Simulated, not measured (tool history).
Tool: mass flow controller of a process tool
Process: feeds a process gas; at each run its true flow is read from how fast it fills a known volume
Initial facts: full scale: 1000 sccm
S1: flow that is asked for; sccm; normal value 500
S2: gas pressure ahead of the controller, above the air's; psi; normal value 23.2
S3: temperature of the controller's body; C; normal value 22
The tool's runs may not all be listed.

Run 1, hour 0: usual settings. Result: true flow (%) 100.27.
Run 2, hour 331.4: usual settings. Result: true flow (%) 100.2.
Run 3, hour 636.7: usual settings. Result: true flow (%) 100.29.
Run 4, hour 913.1: usual settings. Result: true flow (%) 100.23.
Run 5, hour 1168.8: usual settings. Result: true flow (%) 100.17.
Run 6, hour 1386.8: usual settings. Result: true flow (%) 100.15.
Run 7, hour 1776.4: usual settings but S2 36.5 psi. Result: true flow (%) 99.95.
Run 8, hour 2139: usual settings but S2 27.6 psi. Result: true flow (%) 99.92.
Run 9, hour 2464.7: usual settings but S1 243 sccm, S2 26.7 psi, S3 33 C. Result: true flow (%) 98.81.
Run 10, hour 2811.6: usual settings but S1 243 sccm, S2 29.3 psi, S3 32 C. Result: true flow (%) 98.8.

Predict each of these 4 candidate next runs independently; none follows another, all start after run 10:
Run A, hour 3229: usual settings but S1 343 sccm, S2 36.4 psi, S3 32 C. Result: true flow (%) ?.
Run B, hour 3229: usual settings but S1 243 sccm, S2 24.8 psi, S3 33 C. Result: true flow (%) ?.
Run C, hour 3229: usual settings but S1 243 sccm, S2 35.1 psi, S3 34 C. Result: true flow (%) ?.
Run D, hour 3229: usual settings but S1 222 sccm, S2 35 psi, S3 38 C. Result: true flow (%) ?.

run  true flow (%)
  A          98.51
  B          98.88
  C          98.56
  D          98.03
Without the tool's unlogged condition, the same runs would have read:
run  true flow (%)
  A          98.78
  B          99.15
  C          98.83
  D          98.29
